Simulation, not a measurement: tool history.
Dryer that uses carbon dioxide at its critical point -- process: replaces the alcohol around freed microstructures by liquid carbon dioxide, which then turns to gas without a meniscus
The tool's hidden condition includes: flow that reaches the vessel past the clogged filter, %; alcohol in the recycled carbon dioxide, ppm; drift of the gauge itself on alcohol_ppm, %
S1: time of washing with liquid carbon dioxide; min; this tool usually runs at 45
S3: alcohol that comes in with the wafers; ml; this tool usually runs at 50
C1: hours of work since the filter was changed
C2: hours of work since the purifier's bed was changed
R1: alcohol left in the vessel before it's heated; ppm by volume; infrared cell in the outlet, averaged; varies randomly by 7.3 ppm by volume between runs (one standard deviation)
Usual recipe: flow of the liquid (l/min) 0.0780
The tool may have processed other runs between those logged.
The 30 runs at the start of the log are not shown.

run 31 day=33.458 | S1=31 flow_of_the_liquid_(l/min)=0.0675 S3=116 | C1=100 C2=253 | R1=9004
run 32 day=34.858 | S1=31 flow_of_the_liquid_(l/min)=0.0675 S3=116 | C1=110 C2=263 | R1=9199
run 33 day=35.542 | S1=61 flow_of_the_liquid_(l/min)=0.0553 S3=50 | C1=115 C2=268 | R1=673
run 34 day=36.908 | S1=46 flow_of_the_liquid_(l/min)=0.0897 S3=50 | C1=126 C2=279 | R1=193
run 35 day=37.921 | S1=45 flow_of_the_liquid_(l/min)=0.1261 S3=95 | C1=133 C2=286 | R1=67
run 36 day=38.825 | S1=65 flow_of_the_liquid_(l/min)=0.1261 S3=40 | C1=140 C2=293 | R1=51
run 37 day=39.458 | S1=64 flow_of_the_liquid_(l/min)=0.1261 S3=30 | C1=145 C2=298 | R1=51
run 38 day=40.717 | S1=64 flow_of_the_liquid_(l/min)=0.1261 S3=30 | C1=154 C2=307 | R1=57
run 39 day=41.804 | S1=64 flow_of_the_liquid_(l/min)=0.1261 S3=29 | C1=162 C2=316 | R1=53
run 40 day=43.096 | S1=28 flow_of_the_liquid_(l/min)=0.0780 S3=70 | C1=172 C2=325 | R1=4932
run 41 day=44.121 | S1=28 flow_of_the_liquid_(l/min)=0.0780 S3=70 | C1=180 C2=333 | R1=4896
run 42 day=45.367 | S1=28 flow_of_the_liquid_(l/min)=0.0780 S3=70 | C1=189 C2=343 | R1=4991
run 43 day=46.758 | S1=30 flow_of_the_liquid_(l/min)=0.0780 S3=70 | C1=200 C2=353 | R1=3941
run 44 day=48.038 | S1=30 flow_of_the_liquid_(l/min)=0.0780 S3=70 | C1=209 C2=363 | R1=3944
run 45 day=48.688 | S1=52 flow_of_the_liquid_(l/min)=0.0847 S3=23 | C1=214 C2=368 | R1=116
run 46 day=49.712 | S1=35 flow_of_the_liquid_(l/min)=0.0519 S3=50 | C1=222 C2=375 | R1=7051

What if the next run were any one of these 5? Each begins from the tool's condition after run 46:
run A day=51.175 | S1=45 flow_of_the_liquid_(l/min)=0.1006 S3=30 | C1=233 C2=386 | R1=?
run B day=51.175 | S1=35 flow_of_the_liquid_(l/min)=0.1281 S3=50 | C1=233 C2=386 | R1=?
run C day=51.175 | S1=45 flow_of_the_liquid_(l/min)=0.0780 S3=39 | C1=233 C2=386 | R1=?
run D day=51.175 | S1=53 flow_of_the_liquid_(l/min)=0.0519 S3=55 | C1=233 C2=386 | R1=?
run E day=51.175 | S1=42 flow_of_the_liquid_(l/min)=0.0835 S3=21 | C1=233 C2=386 | R1=?

run=A R1=111
run=B R1=149
run=C R1=464
run=D R1=2032
run=E R1=273
The same runs, with their run-to-run variation unchanged, on a tool lacking any hidden condition would have given:
run=A R1=32
run=B R1=59
run=C R1=290
run=D R1=1528
run=E R1=154
